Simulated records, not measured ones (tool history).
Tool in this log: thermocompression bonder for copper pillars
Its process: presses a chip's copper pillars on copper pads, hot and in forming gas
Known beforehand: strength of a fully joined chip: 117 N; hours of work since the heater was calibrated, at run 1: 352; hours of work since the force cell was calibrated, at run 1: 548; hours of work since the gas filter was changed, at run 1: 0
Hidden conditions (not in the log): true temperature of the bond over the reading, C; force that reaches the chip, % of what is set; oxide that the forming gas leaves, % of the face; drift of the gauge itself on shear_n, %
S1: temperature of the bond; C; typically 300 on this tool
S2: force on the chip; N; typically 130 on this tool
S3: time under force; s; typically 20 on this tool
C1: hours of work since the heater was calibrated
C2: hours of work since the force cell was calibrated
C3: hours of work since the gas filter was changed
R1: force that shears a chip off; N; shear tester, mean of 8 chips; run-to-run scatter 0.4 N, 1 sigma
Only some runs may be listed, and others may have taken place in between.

run	day	S1	S2	S3	C1	C2	C3	R1
1	0	300	130	20	352	548	0	45.9
2	2.025	300	192	20	385	581	33	56.5
3	4.671	300	192	20	428	624	76	55
4	6.867	328	192	20	464	660	112	74.6
5	8.242	300	130	20	487	683	134	42.5
6	9.929	300	130	20	514	710	162	41.9
# day 10.179: heater calibrated with a thermocouple chip
# day 11.042: forming gas filter changed
7	12.492	300	130	20	37	750	24	44
8	15.15	300	130	20	81	794	67	42.5
# day 15.475: heater calibrated with a thermocouple chip, once more
9	17.575	300	130	17	34	832	105	41.1
10	19.408	300	105	38	64	862	135	48.2
11	21.154	300	191	14	93	890	164	46.8
# day 22.038: forming gas filter changed
12	24.108	300	191	14	140	938	34	50.7
13	25.8	300	191	48	168	966	61	74.3
14	27.271	300	191	48	192	990	85	73.8
15	29.65	282	111	30	231	1029	124	34.3
16	32.262	310	130	10	273	1071	167	37
# day 32.996: forming gas filter changed
17	34.533	305	86	44	310	1108	25	51.5
18	36.621	293	86	16	344	1142	59	27

For some of the steps in R1 from one run to the next: how much would appear even if the tool had no hidden state, given the settings, what came in and random variation, and how much remains for the hidden state plus any gauge scatter that the measured result and the result without hidden state don't share?
Run 11 -> 12: forming gas filter changed. R1 +3.9 N: hidden state +3, all else +0.9.
Run 14 -> 15: S1 300 -> 282, S2 191 -> 111, S3 48 -> 30. R1 -39.5 N: hidden state +0.8, all else -40.3.
